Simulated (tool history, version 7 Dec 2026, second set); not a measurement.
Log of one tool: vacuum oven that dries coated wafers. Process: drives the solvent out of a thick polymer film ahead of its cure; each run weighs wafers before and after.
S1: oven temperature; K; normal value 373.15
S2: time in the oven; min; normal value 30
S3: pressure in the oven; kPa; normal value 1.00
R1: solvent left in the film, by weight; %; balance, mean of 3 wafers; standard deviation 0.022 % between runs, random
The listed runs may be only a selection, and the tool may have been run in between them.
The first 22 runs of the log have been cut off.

| run | hour | S1 | S2 | S3 | R1 |
|---|---|---|---|---|---|
| 23 | 619.8 | 373.15 | 37 | 1.20 | 2.30 |
| 24 | 648.6 | 373.15 | 37 | 1.20 | 2.30 |
| 25 | 672.9 | 373.15 | 37 | 1.20 | 2.32 |
| 26 | 696.0 | 373.15 | 15 | 2.44 | 7.06 |
| 27 | 726.9 | 381.15 | 48 | 1.79 | 0.82 |
| 28 | 764.2 | 377.15 | 31 | 1.00 | 2.08 |
| 29 | 800.6 | 379.15 | 18 | 1.00 | 3.97 |
| 30 | 820.2 | 368.15 | 30 | 1.00 | 4.46 |
| 31 | 851.8 | 359.15 | 42 | 1.22 | 5.61 |
| 32 | 881.2 | 358.15 | 42 | 1.22 | 5.91 |
| 33 | 910.9 | 384.15 | 22 | 0.59 | 1.83 |
| 34 | 927.5 | 384.15 | 22 | 0.59 | 1.83 |
| 35 | 962.4 | 384.15 | 22 | 0.59 | 1.86 |
| 36 | 983.9 | 370.15 | 34 | 0.88 | 3.21 |

Estimate the outcome of run 37 from the log above:
| 37 | 1017.8 | 370.15 | 41 | 1.14 | ? |

R1: 2.53 %
With no hidden state in the tool, this same run would have given R1 2.58 %.

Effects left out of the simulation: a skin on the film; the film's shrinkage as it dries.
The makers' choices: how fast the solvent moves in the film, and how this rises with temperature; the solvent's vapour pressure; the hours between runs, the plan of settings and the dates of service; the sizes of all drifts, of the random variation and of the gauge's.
